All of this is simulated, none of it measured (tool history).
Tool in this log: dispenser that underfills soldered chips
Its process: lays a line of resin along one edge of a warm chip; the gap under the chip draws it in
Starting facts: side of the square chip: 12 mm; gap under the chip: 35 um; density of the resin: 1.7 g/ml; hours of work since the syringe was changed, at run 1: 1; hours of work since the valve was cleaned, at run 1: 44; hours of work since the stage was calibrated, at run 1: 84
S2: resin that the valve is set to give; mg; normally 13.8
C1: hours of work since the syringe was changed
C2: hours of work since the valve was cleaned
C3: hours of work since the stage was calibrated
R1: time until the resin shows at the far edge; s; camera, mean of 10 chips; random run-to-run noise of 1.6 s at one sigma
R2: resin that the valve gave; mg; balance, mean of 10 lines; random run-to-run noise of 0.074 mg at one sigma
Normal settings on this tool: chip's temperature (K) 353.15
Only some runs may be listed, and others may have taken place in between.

run 1 day=0.000 | chip's_temperature_(K)=353.15 S2=13.8 | C1=1 C2=44 C3=84 | R1=158.7 R2=13.41
run 2 day=0.179 | chip's_temperature_(K)=352.15 S2=13.8 | C1=4 C2=46 C3=86 | R1=180.8 R2=13.31
run 3 day=0.283 | chip's_temperature_(K)=361.15 S2=13.8 | C1=5 C2=48 C3=88 | R1=120.8 R2=13.40
run 4 day=0.433 | chip's_temperature_(K)=361.15 S2=13.8 | C1=7 C2=50 C3=90 | R1=127.3 R2=13.43
-- day=0.508 new syringe of resin
run 5 day=0.588 | chip's_temperature_(K)=361.15 S2=13.8 | C1=1 C2=52 C3=92 | R1=107.2 R2=13.29
run 6 day=0.721 | chip's_temperature_(K)=361.15 S2=13.8 | C1=3 C2=54 C3=94 | R1=112.0 R2=13.40
run 7 day=0.862 | chip's_temperature_(K)=353.15 S2=13.8 | C1=5 C2=56 C3=96 | R1=179.3 R2=13.28
run 8 day=1.017 | chip's_temperature_(K)=353.15 S2=13.8 | C1=7 C2=58 C3=98 | R1=190.8 R2=13.33
-- day=1.096 new syringe of resin
run 9 day=1.175 | chip's_temperature_(K)=353.15 S2=13.8 | C1=1 C2=60 C3=101 | R1=160.1 R2=13.35
run 10 day=1.317 | chip's_temperature_(K)=353.15 S2=13.8 | C1=3 C2=62 C3=103 | R1=171.2 R2=13.25
run 11 day=1.458 | chip's_temperature_(K)=353.15 S2=13.8 | C1=5 C2=64 C3=105 | R1=181.8 R2=13.32
run 12 day=1.604 | chip's_temperature_(K)=363.15 S2=13.8 | C1=7 C2=67 C3=107 | R1=116.1 R2=13.22
-- day=1.667 new syringe of resin
run 13 day=1.762 | chip's_temperature_(K)=353.15 S2=13.0 | C1=1 C2=69 C3=109 | R1=159.7 R2=12.41
run 14 day=1.900 | chip's_temperature_(K)=353.15 S2=16.6 | C1=3 C2=71 C3=111 | R1=169.6 R2=16.00
run 15 day=2.012 | chip's_temperature_(K)=353.15 S2=13.8 | C1=5 C2=72 C3=113 | R1=179.8 R2=13.10
run 16 day=2.192 | chip's_temperature_(K)=353.15 S2=12.1 | C1=8 C2=75 C3=115 | R1=199.1 R2=11.60
-- day=2.242 new syringe of resin
run 17 day=2.296 | chip's_temperature_(K)=340.15 S2=13.8 | C1=1 C2=76 C3=117 | R1=321.8 R2=13.17
run 18 day=2.421 | chip's_temperature_(K)=340.15 S2=13.8 | C1=3 C2=78 C3=118 | R1=335.8 R2=13.19
run 19 day=2.521 | chip's_temperature_(K)=345.15 S2=16.8 | C1=4 C2=80 C3=120 | R1=257.1 R2=15.88
run 20 day=2.625 | chip's_temperature_(K)=345.15 S2=16.8 | C1=6 C2=81 C3=121 | R1=280.3 R2=15.97
run 21 day=2.717 | chip's_temperature_(K)=353.15 S2=12.8 | C1=7 C2=82 C3=123 | R1=197.3 R2=12.28
-- day=2.817 new syringe of resin
run 22 day=2.875 | chip's_temperature_(K)=353.15 S2=12.8 | C1=1 C2=84 C3=125 | R1=160.5 R2=12.11
run 23 day=2.975 | chip's_temperature_(K)=351.15 S2=13.8 | C1=2 C2=86 C3=126 | R1=179.0 R2=12.99
run 24 day=3.075 | chip's_temperature_(K)=351.15 S2=13.1 | C1=4 C2=87 C3=128 | R1=192.9 R2=12.48
run 25 day=3.254 | chip's_temperature_(K)=351.15 S2=13.1 | C1=6 C2=90 C3=130 | R1=207.9 R2=12.47
-- day=3.392 new syringe of resin
run 26 day=3.433 | chip's_temperature_(K)=351.15 S2=14.5 | C1=1 C2=92 C3=133 | R1=173.2 R2=13.59
-- day=3.521 dispensing valve cleaned and set on the balance
run 27 day=3.567 | chip's_temperature_(K)=348.15 S2=14.3 | C1=2 C2=1 C3=134 | R1=209.4 R2=14.25
run 28 day=3.696 | chip's_temperature_(K)=348.15 S2=14.3 | C1=4 C2=2 C3=136 | R1=225.8 R2=14.14
run 29 day=3.792 | chip's_temperature_(K)=348.15 S2=14.3 | C1=5 C2=4 C3=137 | R1=233.0 R2=14.27
run 30 day=3.917 | chip's_temperature_(K)=342.15 S2=12.3 | C1=7 C2=6 C3=139 | R1=349.7 R2=12.15
-- day=4.012 new syringe of resin
run 31 day=4.104 | chip's_temperature_(K)=355.15 S2=14.4 | C1=1 C2=8 C3=142 | R1=144.9 R2=14.17
run 32 day=4.196 | chip's_temperature_(K)=355.15 S2=14.4 | C1=3 C2=10 C3=143 | R1=150.5 R2=14.36
run 33 day=4.338 | chip's_temperature_(K)=344.15 S2=14.6 | C1=5 C2=12 C3=145 | R1=279.1 R2=14.51

Alternative continuations, all from the tool just after run 33; predict every row:
run A day=4.438 | chip's_temperature_(K)=364.15 S2=12.7 | C1=6 C2=13 C3=146 | R1=? R2=?
run B day=4.438 | chip's_temperature_(K)=345.15 S2=13.4 | C1=6 C2=13 C3=146 | R1=? R2=?
run C day=4.438 | chip's_temperature_(K)=339.15 S2=13.9 | C1=6 C2=13 C3=146 | R1=? R2=?

run=A R1=108.2 R2=12.49
run=B R1=284.6 R2=13.25
run=C R1=390.2 R2=13.71
With the hidden condition removed and each run's random variation left untouched, the same runs would have given:
run=A R1=91.8 R2=12.64
run=B R1=242.5 R2=13.41
run=C R1=333.0 R2=13.88

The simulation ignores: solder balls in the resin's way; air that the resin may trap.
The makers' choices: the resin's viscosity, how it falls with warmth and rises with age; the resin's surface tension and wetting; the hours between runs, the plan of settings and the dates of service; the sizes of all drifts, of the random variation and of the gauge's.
